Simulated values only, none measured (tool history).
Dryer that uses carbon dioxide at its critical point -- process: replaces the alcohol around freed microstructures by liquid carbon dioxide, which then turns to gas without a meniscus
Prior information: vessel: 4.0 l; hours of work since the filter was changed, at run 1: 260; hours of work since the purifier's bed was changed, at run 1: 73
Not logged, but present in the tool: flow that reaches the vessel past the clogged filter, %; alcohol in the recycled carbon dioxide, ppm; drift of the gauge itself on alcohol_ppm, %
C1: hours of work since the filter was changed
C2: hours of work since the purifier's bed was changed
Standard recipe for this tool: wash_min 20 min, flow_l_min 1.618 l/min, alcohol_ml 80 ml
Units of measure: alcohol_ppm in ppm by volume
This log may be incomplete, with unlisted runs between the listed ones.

run 1 hour=0.0 | wash_min=20 flow_l_min=1.618 alcohol_ml=80 | C1=260 C2=73 | alcohol_ppm=78
-- hour=12.0 inlet filter changed
run 2 hour=17.7 | wash_min=20 flow_l_min=1.618 alcohol_ml=80 | C1=3 C2=81 | alcohol_ppm=66
run 3 hour=35.4 | wash_min=20 flow_l_min=1.618 alcohol_ml=80 | C1=12 C2=91 | alcohol_ppm=68
run 4 hour=52.7 | wash_min=20 flow_l_min=2.220 alcohol_ml=80 | C1=21 C2=100 | alcohol_ppm=55
run 5 hour=71.2 | wash_min=20 flow_l_min=2.220 alcohol_ml=80 | C1=31 C2=110 | alcohol_ppm=56
run 6 hour=82.7 | wash_min=20 flow_l_min=1.618 alcohol_ml=80 | C1=37 C2=116 | alcohol_ppm=76
run 7 hour=100.1 | wash_min=20 flow_l_min=1.618 alcohol_ml=80 | C1=47 C2=125 | alcohol_ppm=77
run 8 hour=117.7 | wash_min=20 flow_l_min=1.618 alcohol_ml=80 | C1=56 C2=134 | alcohol_ppm=83
run 9 hour=134.1 | wash_min=20 flow_l_min=1.618 alcohol_ml=80 | C1=65 C2=143 | alcohol_ppm=84
run 10 hour=152.8 | wash_min=20 flow_l_min=1.618 alcohol_ml=80 | C1=74 C2=153 | alcohol_ppm=97
run 11 hour=169.4 | wash_min=20 flow_l_min=1.618 alcohol_ml=31 | C1=83 C2=161 | alcohol_ppm=76
run 12 hour=194.3 | wash_min=27 flow_l_min=2.050 alcohol_ml=24 | C1=96 C2=175 | alcohol_ppm=62
run 13 hour=217.9 | wash_min=29 flow_l_min=1.090 alcohol_ml=55 | C1=109 C2=187 | alcohol_ppm=96
run 14 hour=242.1 | wash_min=29 flow_l_min=1.090 alcohol_ml=55 | C1=121 C2=200 | alcohol_ppm=110
run 15 hour=253.6 | wash_min=29 flow_l_min=1.090 alcohol_ml=55 | C1=128 C2=206 | alcohol_ppm=103
run 16 hour=265.5 | wash_min=29 flow_l_min=1.090 alcohol_ml=55 | C1=134 C2=212 | alcohol_ppm=110
run 17 hour=281.0 | wash_min=29 flow_l_min=1.640 alcohol_ml=118 | C1=142 C2=220 | alcohol_ppm=95

The logged runs with the hidden state left out (each run's random variation unchanged):
run=1 alcohol_ppm=28
run=2 alcohol_ppm=32
run=3 alcohol_ppm=31
run=4 alcohol_ppm=15
run=5 alcohol_ppm=13
run=6 alcohol_ppm=28
run=7 alcohol_ppm=26
run=8 alcohol_ppm=26
run=9 alcohol_ppm=25
run=10 alcohol_ppm=33
run=11 alcohol_ppm=10
run=12 alcohol_ppm=0
run=13 alcohol_ppm=18
run=14 alcohol_ppm=27
run=15 alcohol_ppm=19
run=16 alcohol_ppm=23
run=17 alcohol_ppm=10

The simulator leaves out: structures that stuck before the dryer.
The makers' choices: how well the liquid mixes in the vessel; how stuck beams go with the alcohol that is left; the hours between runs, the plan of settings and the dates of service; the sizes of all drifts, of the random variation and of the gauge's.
